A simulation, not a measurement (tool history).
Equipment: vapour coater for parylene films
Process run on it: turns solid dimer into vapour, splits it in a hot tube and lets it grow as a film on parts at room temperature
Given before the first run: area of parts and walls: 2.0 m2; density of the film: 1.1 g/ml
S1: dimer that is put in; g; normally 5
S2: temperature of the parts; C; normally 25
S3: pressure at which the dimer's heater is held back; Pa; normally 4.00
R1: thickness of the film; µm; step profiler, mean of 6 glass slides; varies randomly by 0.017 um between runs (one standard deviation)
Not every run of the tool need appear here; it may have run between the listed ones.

run 1 hour=0.0 | S1=5 S2=25 S3=4.00 | R1=1.10
run 2 hour=64.2 | S1=5 S2=25 S3=4.00 | R1=1.09
run 3 hour=118.4 | S1=5 S2=25 S3=4.00 | R1=1.09
run 4 hour=169.8 | S1=5 S2=25 S3=4.00 | R1=1.08
run 5 hour=237.6 | S1=5 S2=25 S3=4.00 | R1=1.06
run 6 hour=289.6 | S1=5 S2=25 S3=4.00 | R1=1.07
run 7 hour=334.4 | S1=5 S2=34 S3=4.00 | R1=0.83
run 8 hour=382.9 | S1=5 S2=34 S3=2.64 | R1=0.84
run 9 hour=440.4 | S1=5 S2=25 S3=4.00 | R1=1.01
run 10 hour=511.5 | S1=5 S2=26 S3=4.00 | R1=1.01
run 11 hour=569.6 | S1=5 S2=26 S3=4.00 | R1=0.99
run 12 hour=624.8 | S1=7 S2=20 S3=7.32 | R1=1.55
run 13 hour=666.4 | S1=7 S2=20 S3=7.32 | R1=1.56
run 14 hour=714.5 | S1=5 S2=30 S3=10.81 | R1=0.80
run 15 hour=761.7 | S1=8 S2=30 S3=10.14 | R1=1.26
-- hour=793.8 trap's valve overhauled
run 16 hour=823.5 | S1=2 S2=17 S3=10.34 | R1=0.51
run 17 hour=883.9 | S1=2 S2=17 S3=2.94 | R1=0.56

Branching from run 17: 4 alternative next runs. What would each branch give?
run A hour=925.7 | S1=5 S2=25 S3=3.39 | R1=?
run B hour=925.7 | S1=4 S2=29 S3=3.92 | R1=?
run C hour=925.7 | S1=5 S2=24 S3=6.55 | R1=?
run D hour=925.7 | S1=5 S2=24 S3=4.28 | R1=?

run=A R1=1.16
run=B R1=0.80
run=C R1=1.09
run=D R1=1.13
Had the tool no hidden state, the same runs would have come out as:
run=A R1=1.16
run=B R1=0.79
run=C R1=1.08
run=D R1=1.12

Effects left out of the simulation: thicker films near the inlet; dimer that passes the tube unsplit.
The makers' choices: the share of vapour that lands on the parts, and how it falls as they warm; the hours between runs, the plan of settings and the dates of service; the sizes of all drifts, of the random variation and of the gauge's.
